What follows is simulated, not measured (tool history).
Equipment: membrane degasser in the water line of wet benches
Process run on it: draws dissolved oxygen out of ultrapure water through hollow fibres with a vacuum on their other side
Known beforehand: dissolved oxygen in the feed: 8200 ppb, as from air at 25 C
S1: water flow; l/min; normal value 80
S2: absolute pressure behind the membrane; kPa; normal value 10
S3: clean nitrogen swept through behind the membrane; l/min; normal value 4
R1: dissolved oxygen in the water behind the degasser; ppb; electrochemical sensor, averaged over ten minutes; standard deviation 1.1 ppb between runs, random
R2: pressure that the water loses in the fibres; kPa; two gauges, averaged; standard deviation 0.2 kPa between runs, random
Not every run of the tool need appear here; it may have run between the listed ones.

Run 1, day 0: usual settings. Result: R1 309 ppb, R2 55.95 kPa.
Run 2, day 3.217: usual settings. Result: R1 308.9 ppb, R2 55.8 kPa.
Run 3, day 5.375: usual settings. Result: R1 311 ppb, R2 55.81 kPa.
Run 4, day 8.621: usual settings. Result: R1 307.3 ppb, R2 55.5 kPa.
At day 9.029: vacuum gauge calibrated.
Run 5, day 11.275: usual settings. Result: R1 308.6 ppb, R2 55.79 kPa.
Run 6, day 14.388: usual settings. Result: R1 308.9 ppb, R2 56.1 kPa.
Run 7, day 16.3: usual settings but S1 105 l/min. Result: R1 428.9 ppb, R2 73.32 kPa.
Run 8, day 17.929: usual settings but S1 105 l/min. Result: R1 423.9 ppb, R2 73.32 kPa.
Run 9, day 19.479: usual settings but S1 55 l/min. Result: R1 213.4 ppb, R2 38.26 kPa.
Run 10, day 21.15: usual settings but S1 55 l/min, S2 7.6 kPa. Result: R1 138.8 ppb, R2 38.69 kPa.
Run 11, day 22.517: usual settings but S1 55 l/min, S2 7.6 kPa, S3 5.63 l/min. Result: R1 101.6 ppb, R2 38.59 kPa.
Run 12, day 24.854: usual settings but S1 55 l/min, S2 7.6 kPa, S3 5.63 l/min. Result: R1 102.5 ppb, R2 38.47 kPa.
Run 13, day 26.2: usual settings but S2 7.3 kPa. Result: R1 194.7 ppb, R2 55.95 kPa.
Run 14, day 27.671: usual settings but S1 52 l/min, S2 11.9 kPa. Result: R1 254.4 ppb, R2 36.36 kPa.
Run 15, day 29.362: usual settings but S1 103 l/min. Result: R1 416.8 ppb, R2 72.26 kPa.
Run 16, day 32.438: usual settings but S1 70 l/min, S3 4.87 l/min. Result: R1 227.9 ppb, R2 48.89 kPa.
Run 17, day 35.679: usual settings but S1 55 l/min, S3 3.56 l/min. Result: R1 235.9 ppb, R2 38.26 kPa.
Run 18, day 38.067: usual settings but S2 15.6 kPa. Result: R1 534.6 ppb, R2 55.83 kPa.
Run 19, day 41.183: usual settings but S2 15.6 kPa. Result: R1 535.5 ppb, R2 56.12 kPa.
Run 20, day 43.471: usual settings but S2 15.6 kPa. Result: R1 537.9 ppb, R2 55.66 kPa.
Run 21, day 46.029: usual settings but S2 8.6 kPa, S3 7.38 l/min. Result: R1 152.6 ppb, R2 55.7 kPa.

Forecast each of these 3 alternatives for the next run:
Run A, day 48.088: usual settings but S1 94 l/min, S2 8.6 kPa, S3 2.04 l/min. Result: R1 ?, R2 ?.
Run B, day 48.088: usual settings but S1 64 l/min, S2 13.2 kPa, S3 1.97 l/min. Result: R1 ?, R2 ?.
Run C, day 48.088: usual settings but S1 106 l/min, S2 6.2 kPa. Result: R1 ?, R2 ?.

run     R1     R2
  A  495.4  65.96
  B  636.2  44.67
  C  230.7   74.3
Take away the tool's hidden state, keep each run's random variation, and the runs would have read:
run     R1     R2
  A  495.3  65.95
  B  636.2  44.66
  C  230.6  74.29

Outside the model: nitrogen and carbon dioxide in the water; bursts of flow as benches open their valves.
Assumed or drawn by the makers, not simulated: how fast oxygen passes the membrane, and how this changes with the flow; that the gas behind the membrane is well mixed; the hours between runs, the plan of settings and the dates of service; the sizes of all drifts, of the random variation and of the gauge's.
